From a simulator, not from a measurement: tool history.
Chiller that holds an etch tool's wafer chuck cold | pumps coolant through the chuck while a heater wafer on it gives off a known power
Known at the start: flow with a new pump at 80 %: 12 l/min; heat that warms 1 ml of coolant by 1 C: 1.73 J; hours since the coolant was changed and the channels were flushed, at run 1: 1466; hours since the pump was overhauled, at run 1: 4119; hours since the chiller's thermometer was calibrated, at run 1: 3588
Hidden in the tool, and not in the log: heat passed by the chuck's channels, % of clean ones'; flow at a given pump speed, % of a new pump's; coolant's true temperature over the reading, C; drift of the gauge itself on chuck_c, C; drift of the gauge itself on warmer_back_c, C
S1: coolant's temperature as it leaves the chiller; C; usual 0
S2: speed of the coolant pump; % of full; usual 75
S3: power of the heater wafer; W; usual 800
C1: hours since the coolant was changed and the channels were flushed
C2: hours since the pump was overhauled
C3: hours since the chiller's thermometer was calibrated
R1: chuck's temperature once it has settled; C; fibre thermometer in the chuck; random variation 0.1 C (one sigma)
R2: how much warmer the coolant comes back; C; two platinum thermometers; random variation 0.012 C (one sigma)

{"run": 1, "hour": 0.0, "S1": 0, "S2": 75, "S3": 800, "C1": 1466, "C2": 4119, "C3": 3588, "R1": 9.1, "R2": 2.63}
{"run": 2, "hour": 85.8, "S1": 0, "S2": 75, "S3": 800, "C1": 1552, "C2": 4205, "C3": 3674, "R1": 9.3, "R2": 2.61}
{"hour": 272.3, "done": "coolant pump overhauled"}
{"run": 3, "hour": 285.3, "S1": 0, "S2": 81, "S3": 800, "C1": 1747, "C2": 13, "C3": 3869, "R1": 9.0, "R2": 2.51}
{"run": 4, "hour": 384.8, "S1": 0, "S2": 65, "S3": 800, "C1": 1846, "C2": 113, "C3": 3968, "R1": 10.7, "R2": 3.14}
{"run": 5, "hour": 491.8, "S1": 0, "S2": 65, "S3": 800, "C1": 1953, "C2": 220, "C3": 4075, "R1": 10.8, "R2": 3.15}
{"run": 6, "hour": 655.9, "S1": 0, "S2": 75, "S3": 800, "C1": 2117, "C2": 384, "C3": 4239, "R1": 9.8, "R2": 2.75}
{"hour": 823.5, "done": "coolant pump overhauled, once more"}
{"run": 7, "hour": 846.9, "S1": 0, "S2": 75, "S3": 800, "C1": 2303, "C2": 23, "C3": 4425, "R1": 9.4, "R2": 2.45}
{"hour": 968.6, "done": "chiller's thermometer calibrated"}
{"run": 8, "hour": 981.9, "S1": 0, "S2": 75, "S3": 800, "C1": 2437, "C2": 157, "C3": 13, "R1": 8.7, "R2": 2.46}
{"run": 9, "hour": 1094.5, "S1": 0, "S2": 87, "S3": 800, "C1": 2550, "C2": 270, "C3": 126, "R1": 8.0, "R2": 2.13}
{"run": 10, "hour": 1244.7, "S1": -9, "S2": 75, "S3": 800, "C1": 2700, "C2": 420, "C3": 276, "R1": 0.0, "R2": 2.45}
{"hour": 1327.7, "done": "coolant changed, channels flushed"}
{"run": 11, "hour": 1386.6, "S1": -9, "S2": 75, "S3": 800, "C1": 59, "C2": 556, "C3": 412, "R1": -1.4, "R2": 2.46}
{"run": 12, "hour": 1570.0, "S1": 0, "S2": 75, "S3": 800, "C1": 242, "C2": 739, "C3": 595, "R1": 7.8, "R2": 2.49}
{"run": 13, "hour": 1677.7, "S1": 0, "S2": 75, "S3": 800, "C1": 350, "C2": 847, "C3": 703, "R1": 7.9, "R2": 2.46}
{"run": 14, "hour": 1769.3, "S1": 0, "S2": 86, "S3": 800, "C1": 442, "C2": 939, "C3": 795, "R1": 7.0, "R2": 2.16}
{"run": 15, "hour": 1973.8, "S1": 0, "S2": 86, "S3": 800, "C1": 646, "C2": 1143, "C3": 999, "R1": 7.2, "R2": 2.17}
{"run": 16, "hour": 2079.0, "S1": 0, "S2": 86, "S3": 800, "C1": 751, "C2": 1249, "C3": 1104, "R1": 7.3, "R2": 2.19}

Run 17 comes next. What will it give?
{"run": 17, "hour": 2223.3, "S1": 0, "S2": 86, "S3": 800, "C1": 896, "C2": 1393, "C3": 1249, "R1": "?", "R2": "?"}

Run 17 gave R1 7.5 C, R2 2.18 C.
Without the tool's hidden state the same run would have given R1 6.8 C, R2 2.15 C.
